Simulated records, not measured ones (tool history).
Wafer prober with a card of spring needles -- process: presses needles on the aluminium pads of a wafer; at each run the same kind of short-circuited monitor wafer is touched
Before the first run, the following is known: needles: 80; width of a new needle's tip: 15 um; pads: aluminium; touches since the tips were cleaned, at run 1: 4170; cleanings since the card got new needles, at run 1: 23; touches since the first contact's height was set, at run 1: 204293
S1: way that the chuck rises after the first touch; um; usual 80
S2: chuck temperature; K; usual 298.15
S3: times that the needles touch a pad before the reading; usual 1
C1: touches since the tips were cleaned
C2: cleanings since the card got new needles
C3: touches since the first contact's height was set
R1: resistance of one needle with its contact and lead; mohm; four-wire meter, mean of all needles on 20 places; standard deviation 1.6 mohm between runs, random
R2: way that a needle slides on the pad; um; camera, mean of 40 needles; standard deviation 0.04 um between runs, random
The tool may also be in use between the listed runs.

run 1 hour=0.0 | S1=80 S2=298.15 S3=1 | C1=4170 C2=23 C3=204293 | R1=171 R2=15.52
-- hour=21.4 tips cleaned on abrasive film
run 2 hour=22.9 | S1=80 S2=298.15 S3=1 | C1=244 C2=24 C3=207864 | R1=157 R2=15.52
run 3 hour=55.0 | S1=80 S2=298.15 S3=1 | C1=5248 C2=24 C3=212868 | R1=173 R2=15.52
-- hour=71.2 tips cleaned on abrasive film
run 4 hour=93.8 | S1=80 S2=298.15 S3=1 | C1=3537 C2=25 C3=218932 | R1=172 R2=15.55
-- hour=115.0 height of the first contact set anew
-- hour=121.2 tips cleaned on abrasive film
run 5 hour=137.6 | S1=80 S2=298.15 S3=1 | C1=2563 C2=26 C3=3530 | R1=164 R2=15.91
-- hour=168.5 tips cleaned on abrasive film
run 6 hour=172.5 | S1=80 S2=298.15 S3=1 | C1=623 C2=27 C3=8960 | R1=158 R2=15.86
run 7 hour=208.1 | S1=80 S2=370.15 S3=1 | C1=6187 C2=27 C3=14524 | R1=181 R2=15.85
-- hour=218.5 tips cleaned on abrasive film
run 8 hour=247.5 | S1=80 S2=370.15 S3=1 | C1=4528 C2=28 C3=20668 | R1=182 R2=15.83
-- hour=265.8 tips cleaned on abrasive film
run 9 hour=289.2 | S1=80 S2=370.15 S3=1 | C1=3658 C2=29 C3=27182 | R1=181 R2=15.93
-- hour=314.4 tips cleaned on abrasive film
run 10 hour=320.0 | S1=80 S2=340.15 S3=1 | C1=877 C2=30 C3=31985 | R1=164 R2=15.84
run 11 hour=345.2 | S1=80 S2=328.15 S3=1 | C1=4803 C2=30 C3=35911 | R1=176 R2=15.77
-- hour=362.2 tips cleaned on abrasive film
run 12 hour=363.6 | S1=80 S2=328.15 S3=2 | C1=220 C2=31 C3=38784 | R1=161 R2=15.84
run 13 hour=391.5 | S1=80 S2=340.15 S3=1 | C1=4575 C2=31 C3=43139 | R1=175 R2=15.84
-- hour=410.2 tips cleaned on abrasive film
run 14 hour=410.2 | S1=80 S2=372.15 S3=1 | C1=0 C2=32 C3=46043 | R1=166 R2=15.89
run 15 hour=434.2 | S1=80 S2=372.15 S3=1 | C1=3756 C2=32 C3=49799 | R1=182 R2=15.86
run 16 hour=453.6 | S1=80 S2=372.15 S3=1 | C1=6798 C2=32 C3=52841 | R1=183 R2=15.87
-- hour=457.9 tips cleaned on abrasive film
run 17 hour=489.6 | S1=80 S2=372.15 S3=1 | C1=4952 C2=33 C3=58442 | R1=183 R2=15.84
-- hour=506.3 tips cleaned on abrasive film
run 18 hour=522.2 | S1=80 S2=339.15 S3=2 | C1=2475 C2=34 C3=63523 | R1=169 R2=15.79
run 19 hour=541.4 | S1=89 S2=305.15 S3=1 | C1=5478 C2=34 C3=66526 | R1=168 R2=17.61
-- hour=553.7 tips cleaned on abrasive film
run 20 hour=567.8 | S1=89 S2=305.15 S3=1 | C1=2208 C2=35 C3=70643 | R1=163 R2=17.57
-- hour=601.7 tips cleaned on abrasive film
run 21 hour=609.6 | S1=77 S2=371.15 S3=1 | C1=1226 C2=36 C3=77160 | R1=177 R2=15.23
run 22 hour=627.6 | S1=73 S2=298.15 S3=1 | C1=4046 C2=36 C3=79980 | R1=175 R2=14.33
run 23 hour=647.2 | S1=73 S2=298.15 S3=1 | C1=7106 C2=36 C3=83040 | R1=177 R2=14.37
-- hour=650.5 tips cleaned on abrasive film
run 24 hour=680.0 | S1=89 S2=343.15 S3=3 | C1=4612 C2=37 C3=88159 | R1=164 R2=17.57
-- hour=699.2 tips cleaned on abrasive film
run 25 hour=710.5 | S1=61 S2=388.15 S3=2 | C1=1768 C2=38 C3=92908 | R1=184 R2=11.91
-- hour=746.4 tips cleaned on abrasive film
run 26 hour=752.6 | S1=61 S2=388.15 S3=2 | C1=968 C2=39 C3=99470 | R1=181 R2=12.00
run 27 hour=792.9 | S1=61 S2=388.15 S3=2 | C1=7272 C2=39 C3=105774 | R1=189 R2=11.91
-- hour=796.9 tips cleaned on abrasive film
run 28 hour=814.4 | S1=68 S2=326.15 S3=2 | C1=2730 C2=40 C3=109112 | R1=173 R2=13.28
-- hour=845.7 tips cleaned on abrasive film
run 29 hour=855.8 | S1=68 S2=326.15 S3=2 | C1=1588 C2=41 C3=115577 | R1=169 R2=13.27
run 30 hour=878.6 | S1=68 S2=326.15 S3=2 | C1=5149 C2=41 C3=119138 | R1=177 R2=13.27
-- hour=894.3 tips cleaned on abrasive film
run 31 hour=911.7 | S1=87 S2=326.15 S3=2 | C1=2715 C2=42 C3=124291 | R1=167 R2=17.03

What if the next run were any one of these 3? Each begins from the tool's condition after run 31:
run A hour=940.7 | S1=87 S2=361.15 S3=2 | C1=7251 C2=42 C3=128827 | R1=? R2=?
run B hour=940.7 | S1=64 S2=347.15 S3=2 | C1=7251 C2=42 C3=128827 | R1=? R2=?
run C hour=940.7 | S1=62 S2=341.15 S3=1 | C1=7251 C2=42 C3=128827 | R1=? R2=?

run=A R1=174 R2=16.98
run=B R1=181 R2=12.48
run=C R1=194 R2=12.06
With no hidden state in the tool, these same runs would have given:
run=A R1=164 R2=17.24
run=B R1=164 R2=12.74
run=C R1=165 R2=12.32

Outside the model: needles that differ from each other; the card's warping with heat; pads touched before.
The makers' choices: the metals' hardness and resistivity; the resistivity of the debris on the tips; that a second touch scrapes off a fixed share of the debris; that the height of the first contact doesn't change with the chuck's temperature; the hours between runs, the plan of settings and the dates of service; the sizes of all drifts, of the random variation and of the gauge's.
